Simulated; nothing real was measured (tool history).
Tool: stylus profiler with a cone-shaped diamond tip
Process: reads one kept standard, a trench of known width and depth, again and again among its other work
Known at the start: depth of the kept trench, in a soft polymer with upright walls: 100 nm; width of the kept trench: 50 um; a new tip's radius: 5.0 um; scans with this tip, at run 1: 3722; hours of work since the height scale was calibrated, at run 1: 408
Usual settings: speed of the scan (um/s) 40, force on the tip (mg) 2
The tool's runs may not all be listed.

| run | hour | speed of the scan (um/s) | force on the tip (mg) | scans with this tip | hours of work since the height scale was calibrated | depth of the trench (Å) | width of the trench's floor (µm) |
|---|---|---|---|---|---|---|---|
| 1 | 0 | 40 | 2 | 3722 | 408 | 1013.4 | 47.4 |
| 2 | 38.5 | 40 | 2 | 3963 | 434 | 1014.4 | 47.42 |
| 3 | 62.8 | 40 | 2 | 4114 | 451 | 1013.6 | 47.32 |
| 4 | 91.7 | 40 | 2 | 4295 | 470 | 1014.1 | 47.35 |
| 5 | 129.3 | 40 | 2 | 4530 | 496 | 1014.1 | 47.29 |
| 6 | 151 | 40 | 2 | 4666 | 511 | 1012.9 | 47.3 |
| 7 | 184.4 | 40 | 2 | 4874 | 534 | 1014.3 | 47.25 |
| 8 | 221.8 | 18 | 2 | 5108 | 559 | 1015.2 | 47.31 |
| 9 | 242 | 18 | 2 | 5235 | 573 | 1014.5 | 47.31 |

Forecast run 10:
| 10 | 269.8 | 18 | 2 | 5408 | 592 | ? | ? |

Run 10 gave depth of the trench (Å) 1014.7, width of the trench's floor (µm) 47.31.
Without the tool's hidden state the same run would have given depth of the trench (Å) 1012.2, width of the trench's floor (µm) 47.96.
